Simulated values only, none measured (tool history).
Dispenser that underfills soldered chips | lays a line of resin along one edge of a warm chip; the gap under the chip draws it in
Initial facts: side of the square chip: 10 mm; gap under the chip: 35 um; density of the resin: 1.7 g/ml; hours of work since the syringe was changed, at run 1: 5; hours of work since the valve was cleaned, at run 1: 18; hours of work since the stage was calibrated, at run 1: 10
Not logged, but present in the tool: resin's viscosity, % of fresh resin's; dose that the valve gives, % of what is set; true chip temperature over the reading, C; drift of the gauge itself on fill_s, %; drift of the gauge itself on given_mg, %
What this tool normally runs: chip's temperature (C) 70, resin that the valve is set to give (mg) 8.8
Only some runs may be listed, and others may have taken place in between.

run	hour	chip's temperature (C)	resin that the valve is set to give (mg)	hours of work since the syringe was changed	hours of work since the valve was cleaned	hours of work since the stage was calibrated	time until the resin shows at the far edge (s)	resin that the valve gave (mg)
1	0	70	8.8	5	18	10	80.6	8.67
# hour 8: new syringe of resin
2	10.2	70	8.74	2	25	17	71.9	8.66
3	14.7	70	8.8	5	28	20	77.4	8.77
4	19.7	59	8.8	9	32	24	132.5	8.7
# hour 22.7: new syringe of resin
5	29.4	70	8.8	5	39	31	79.3	8.6
6	35.4	70	8.8	9	43	35	92.4	8.67
# hour 37.7: new syringe of resin
7	44.2	70	8.8	5	49	41	80.2	8.65
8	50.7	70	8.8	9	54	46	93.8	8.76
# hour 52.4: new syringe of resin
9	56.6	70	8.8	3	58	50	75.2	8.54
10	66.3	70	8.8	10	65	57	96.6	8.64
# hour 67.5: new syringe of resin
11	74.1	70	8.8	5	71	63	81.5	8.57
12	81.4	64	8.8	10	76	68	118.3	8.52
# hour 82.2: new syringe of resin
13	88.3	63	8.8	4	81	73	101.9	8.48
14	94.9	63	8.8	9	85	78	119.4	8.44
# hour 96.9: new syringe of resin
15	103.3	63	8.8	5	91	84	102.4	8.61
16	110.6	56	8.8	10	97	89	157.5	8.4
# hour 111.5: new syringe of resin
17	116.6	70	8.04	4	101	93	79	7.72
18	122.6	70	8.8	8	105	98	89.4	8.45
# hour 126.6: new syringe of resin
19	129.7	65	9.73	2	110	103	87.9	9.34
20	133.9	76	8.78	5	113	106	68.8	8.32
21	139.6	76	8.78	9	117	110	77	8.33
# hour 141.2: new syringe of resin
22	144.6	59	10.48	2	121	113	110.5	9.99
# hour 146.4: dispensing valve cleaned and set on the balance
23	149.9	59	8.95	6	3	116	122.5	8.92
# hour 156.9: new syringe of resin
24	158	73	9.29	1	8	122	62.8	9.38
25	167.1	58	8.19	7	15	129	134.3	8.09
# hour 171.6: new syringe of resin
26	173.7	85	11.26	2	20	133	44.3	11.1
27	178.9	85	8.84	5	23	137	50	8.72
# hour 186.6: new syringe of resin
28	189.2	85	8.84	2	31	144	44.5	8.75
29	195.1	77	8.29	6	35	149	66.3	8.17
# hour 201: new syringe of resin
30	201.8	56	7.52	1	40	153	121.9	7.37
31	211.4	56	7.52	8	47	160	150.9	7.4
# hour 215.8: new syringe of resin
32	218.7	59	8.4	2	52	165	109.4	8.21
33	223.6	59	8.4	6	55	169	124.6	8.21
34	228.3	57	10.82	9	59	172	144.6	10.54
# hour 230.6: new syringe of resin
35	233.8	66	11.33	2	62	176	83.1	11.05
36	243.5	64	8.85	9	69	183	116.8	8.67

Across each entry between runs, compare the hidden state at the last listed run before it with the hidden state at the first listed run after it:
Logged between run 1 and run 2: new syringe of resin (hour 8)
  resin's viscosity, % of fresh resin's: 117.6 -> 104.4; dose that the valve gives, % of what is set: 99.3 -> 99.02; true chip temperature over the reading, C: -0.17 -> -0.19
  measured less the result without the state, time until the resin shows at the far edge (s): +12.5 -> +3.6; resin that the valve gave (mg): -0.06 -> -0.08
Logged between run 4 and run 5: new syringe of resin (hour 22.7)
  resin's viscosity, % of fresh resin's: 130.3 -> 116.4; dose that the valve gives, % of what is set: 98.74 -> 98.48; true chip temperature over the reading, C: -0.22 -> -0.24
  measured less the result without the state, time until the resin shows at the far edge (s): +31.9 -> +11.9; resin that the valve gave (mg): -0.11 -> -0.14
Logged between run 6 and run 7: new syringe of resin (hour 37.7)
  resin's viscosity, % of fresh resin's: 133.9 -> 116; dose that the valve gives, % of what is set: 98.31 -> 98.09; true chip temperature over the reading, C: -0.25 -> -0.27
  measured less the result without the state, time until the resin shows at the far edge (s): +24.1 -> +11.9; resin that the valve gave (mg): -0.15 -> -0.16
Logged between run 8 and run 9: new syringe of resin (hour 52.4)
  resin's viscosity, % of fresh resin's: 134.9 -> 109.8; dose that the valve gives, % of what is set: 97.89 -> 97.73; true chip temperature over the reading, C: -0.29 -> -0.3
  measured less the result without the state, time until the resin shows at the far edge (s): +25.2 -> +7.7; resin that the valve gave (mg): -0.18 -> -0.2
Logged between run 10 and run 11: new syringe of resin (hour 67.5)
  resin's viscosity, % of fresh resin's: 137.5 -> 117; dose that the valve gives, % of what is set: 97.48 -> 97.29; true chip temperature over the reading, C: -0.33 -> -0.35
  measured less the result without the state, time until the resin shows at the far edge (s): +27.4 -> +12.9; resin that the valve gave (mg): -0.22 -> -0.24
Logged between run 12 and run 13: new syringe of resin (hour 82.2)
  resin's viscosity, % of fresh resin's: 138.8 -> 115.8; dose that the valve gives, % of what is set: 97.08 -> 96.88; true chip temperature over the reading, C: -0.36 -> -0.38
  measured less the result without the state, time until the resin shows at the far edge (s): +34.6 -> +15.8; resin that the valve gave (mg): -0.26 -> -0.28
Logged between run 14 and run 15: new syringe of resin (hour 96.9)
  resin's viscosity, % of fresh resin's: 134.8 -> 116; dose that the valve gives, % of what is set: 96.7 -> 96.46; true chip temperature over the reading, C: -0.4 -> -0.42
  measured less the result without the state, time until the resin shows at the far edge (s): +32.7 -> +16; resin that the valve gave (mg): -0.29 -> -0.32
Logged between run 16 and run 17: new syringe of resin (hour 111.5)
  resin's viscosity, % of fresh resin's: 137.4 -> 111.3; dose that the valve gives, % of what is set: 96.26 -> 96.08; true chip temperature over the reading, C: -0.44 -> -0.45
  measured less the result without the state, time until the resin shows at the far edge (s): +45.4 -> +9.8; resin that the valve gave (mg): -0.33 -> -0.32
Logged between run 18 and run 19: new syringe of resin (hour 126.6)
  resin's viscosity, % of fresh resin's: 128.3 -> 107.8; dose that the valve gives, % of what is set: 95.9 -> 95.71; true chip temperature over the reading, C: -0.47 -> -0.48
  measured less the result without the state, time until the resin shows at the far edge (s): +21.2 -> +8.1; resin that the valve gave (mg): -0.36 -> -0.41
Logged between run 21 and run 22: new syringe of resin (hour 141.2)
  resin's viscosity, % of fresh resin's: 135.7 -> 109.2; dose that the valve gives, % of what is set: 95.44 -> 95.31; true chip temperature over the reading, C: -0.51 -> -0.52
  measured less the result without the state, time until the resin shows at the far edge (s): +21.7 -> +11.5; resin that the valve gave (mg): -0.4 -> -0.49
Logged between run 22 and run 23: dispensing valve cleaned and set on the balance (hour 146.4)
  resin's viscosity, % of fresh resin's: 109.2 -> 120.8; dose that the valve gives, % of what is set: 95.31 -> 99.96; true chip temperature over the reading, C: -0.52 -> -0.53
  measured less the result without the state, time until the resin shows at the far edge (s): +11.5 -> +23; resin that the valve gave (mg): -0.49 -> +0
Logged between run 23 and run 24: new syringe of resin (hour 156.9)
  resin's viscosity, % of fresh resin's: 120.8 -> 100.8; dose that the valve gives, % of what is set: 99.96 -> 99.73; true chip temperature over the reading, C: -0.53 -> -0.55
  measured less the result without the state, time until the resin shows at the far edge (s): +23 -> +1.6; resin that the valve gave (mg): +0 -> -0.03
Logged between run 25 and run 26: new syringe of resin (hour 171.6)
  resin's viscosity, % of fresh resin's: 124.7 -> 104.6; dose that the valve gives, % of what is set: 99.46 -> 99.28; true chip temperature over the reading, C: -0.57 -> -0.59
  measured less the result without the state, time until the resin shows at the far edge (s): +28.9 -> +2.7; resin that the valve gave (mg): -0.05 -> -0.08
Logged between run 27 and run 28: new syringe of resin (hour 186.6)
  resin's viscosity, % of fresh resin's: 118.1 -> 105.5; dose that the valve gives, % of what is set: 99.12 -> 98.83; true chip temperature over the reading, C: -0.6 -> -0.62
  measured less the result without the state, time until the resin shows at the far edge (s): +8.5 -> +3.1; resin that the valve gave (mg): -0.08 -> -0.11
Logged between run 29 and run 30: new syringe of resin (hour 201)
  resin's viscosity, % of fresh resin's: 120.9 -> 101.6; dose that the valve gives, % of what is set: 98.66 -> 98.47; true chip temperature over the reading, C: -0.64 -> -0.65
  measured less the result without the state, time until the resin shows at the far edge (s): +12.8 -> +5.4; resin that the valve gave (mg): -0.11 -> -0.11
Logged between run 31 and run 32: new syringe of resin (hour 215.8)
  resin's viscosity, % of fresh resin's: 126.9 -> 106.5; dose that the valve gives, % of what is set: 98.2 -> 98; true chip temperature over the reading, C: -0.68 -> -0.69
  measured less the result without the state, time until the resin shows at the far edge (s): +35.7 -> +9.7; resin that the valve gave (mg): -0.13 -> -0.17
Logged between run 34 and run 35: new syringe of resin (hour 230.6)
  resin's viscosity, % of fresh resin's: 133 -> 107.3; dose that the valve gives, % of what is set: 97.71 -> 97.57; true chip temperature over the reading, C: -0.72 -> -0.73
  measured less the result without the state, time until the resin shows at the far edge (s): +38.9 -> +7.7; resin that the valve gave (mg): -0.25 -> -0.28
